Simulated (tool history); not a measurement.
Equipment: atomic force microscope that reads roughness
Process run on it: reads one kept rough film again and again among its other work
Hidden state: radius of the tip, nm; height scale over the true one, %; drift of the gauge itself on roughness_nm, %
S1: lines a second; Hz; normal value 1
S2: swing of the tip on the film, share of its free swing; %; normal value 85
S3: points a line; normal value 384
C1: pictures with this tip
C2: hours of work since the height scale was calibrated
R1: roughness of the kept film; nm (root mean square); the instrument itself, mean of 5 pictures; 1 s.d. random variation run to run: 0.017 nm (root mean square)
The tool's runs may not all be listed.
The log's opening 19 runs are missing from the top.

run   hour    S1  S2   S3   C1   C2     R1
     625.3  -- new tip fitted
 20    667  3.74  84  821   69   87  3.122
     672.1  -- height scale calibrated on a step standard, once more
 21  696.1     1  71  741  116   15  4.113
 22  718.9     1  72  515  154   29  4.041
 23  756.7     1  72  515  217   52  3.908
     767.1  -- new tip fitted
 24  782.7  1.67  86  515   26   67   3.79
 25  801.5  2.22  86  377   57   79  3.486
 26  822.7  2.22  86  377   92   92  3.441
 27  851.4   2.7  71  813  140  110  3.762
 28    887   0.9  74  456  200  131  3.969
     907.5  -- new tip fitted
 29  907.5   0.9  74  456    0  144  4.379
 30  931.1   0.9  74  456   39  158  4.274

Consider 5 possible next runs. They are alternatives, not a sequence: every one starts from the tool as it was left by run 30. What does each give?
  A  965.8     1  85  695  97  179   ?
  B  965.8  1.13  74  417  97  179   ?
  C  965.8  1.25  73  818  97  179   ?
  D  965.8   0.9  74  699  97  179   ?
  E  965.8  2.93  56  456  97  179   ?

run     R1
  A  3.952
  B  4.072
  C  4.075
  D  4.175
  E  4.103
With the hidden condition removed and each run's random variation left untouched, the same runs would have given:
run     R1
  A  4.167
  B  4.294
  C  4.297
  D  4.402
  E  4.326

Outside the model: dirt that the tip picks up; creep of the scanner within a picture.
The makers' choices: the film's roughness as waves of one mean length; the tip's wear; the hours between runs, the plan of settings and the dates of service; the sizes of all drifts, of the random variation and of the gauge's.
